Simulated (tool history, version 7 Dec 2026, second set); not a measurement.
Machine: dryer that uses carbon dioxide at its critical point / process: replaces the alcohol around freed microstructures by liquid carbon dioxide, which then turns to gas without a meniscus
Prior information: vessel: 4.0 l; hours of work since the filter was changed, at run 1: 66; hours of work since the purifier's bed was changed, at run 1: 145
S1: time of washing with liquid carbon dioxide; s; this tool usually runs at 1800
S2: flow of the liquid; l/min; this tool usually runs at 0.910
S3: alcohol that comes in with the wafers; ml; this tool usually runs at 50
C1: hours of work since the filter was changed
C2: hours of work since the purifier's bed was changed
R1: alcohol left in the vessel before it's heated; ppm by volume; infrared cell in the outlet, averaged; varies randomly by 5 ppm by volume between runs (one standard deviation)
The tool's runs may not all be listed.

Run 1, day 0.000: usual settings; C1 66; C2 145. Result: R1 57 ppm by volume.
Run 2, day 2.221: usual settings; C1 97; C2 175. Result: R1 62 ppm by volume.
Run 3, day 3.838: usual settings; C1 119; C2 198. Result: R1 55 ppm by volume.
Run 4, day 6.229: usual settings; C1 152; C2 231. Result: R1 72 ppm by volume.
Run 5, day 8.533: usual settings but S2 0.957 l/min; C1 184; C2 262. Result: R1 72 ppm by volume.
At day 10.079: inlet filter changed.
Run 6, day 10.654: usual settings but S2 0.957 l/min; C1 8; C2 291. Result: R1 71 ppm by volume.
Run 7, day 12.808: usual settings but S3 75 ml; C1 38; C2 321. Result: R1 84 ppm by volume.
Run 8, day 13.921: usual settings but S3 75 ml; C1 53; C2 336. Result: R1 85 ppm by volume.
Run 9, day 16.150: usual settings but S3 49 ml; C1 84; C2 367. Result: R1 91 ppm by volume.
Run 10, day 17.558: usual settings but S2 1.004 l/min; C1 103; C2 386. Result: R1 86 ppm by volume.
Run 11, day 19.392: usual settings but S1 1440 s, S2 0.552 l/min; C1 128; C2 411. Result: R1 631 ppm by volume.
Run 12, day 21.862: usual settings but S2 0.873 l/min; C1 162; C2 445. Result: R1 107 ppm by volume.
Run 13, day 23.738: usual settings but S2 0.873 l/min; C1 188; C2 471. Result: R1 119 ppm by volume.
At day 24.842: inlet filter changed.
Run 14, day 26.308: usual settings but S2 0.873 l/min; C1 20; C2 506. Result: R1 116 ppm by volume.
Run 15, day 27.662: usual settings but S2 0.782 l/min, S3 54 ml; C1 39; C2 524. Result: R1 155 ppm by volume.
Run 16, day 29.462: usual settings but S1 1440 s, S2 0.728 l/min, S3 86 ml; C1 64; C2 549. Result: R1 416 ppm by volume.
Run 17, day 30.621: usual settings but S1 2220 s, S2 1.534 l/min, S3 86 ml; C1 80; C2 565. Result: R1 104 ppm by volume.

Run 18 comes next. What will it give?
Run 18, day 33.238: usual settings but S1 2220 s, S2 1.534 l/min, S3 86 ml; C1 116; C2 601. Result: R1 ?.

{"run 18": {"R1": 109}}
The same run, on a tool lacking any hidden state, would have yielded R1 0 ppm by volume.

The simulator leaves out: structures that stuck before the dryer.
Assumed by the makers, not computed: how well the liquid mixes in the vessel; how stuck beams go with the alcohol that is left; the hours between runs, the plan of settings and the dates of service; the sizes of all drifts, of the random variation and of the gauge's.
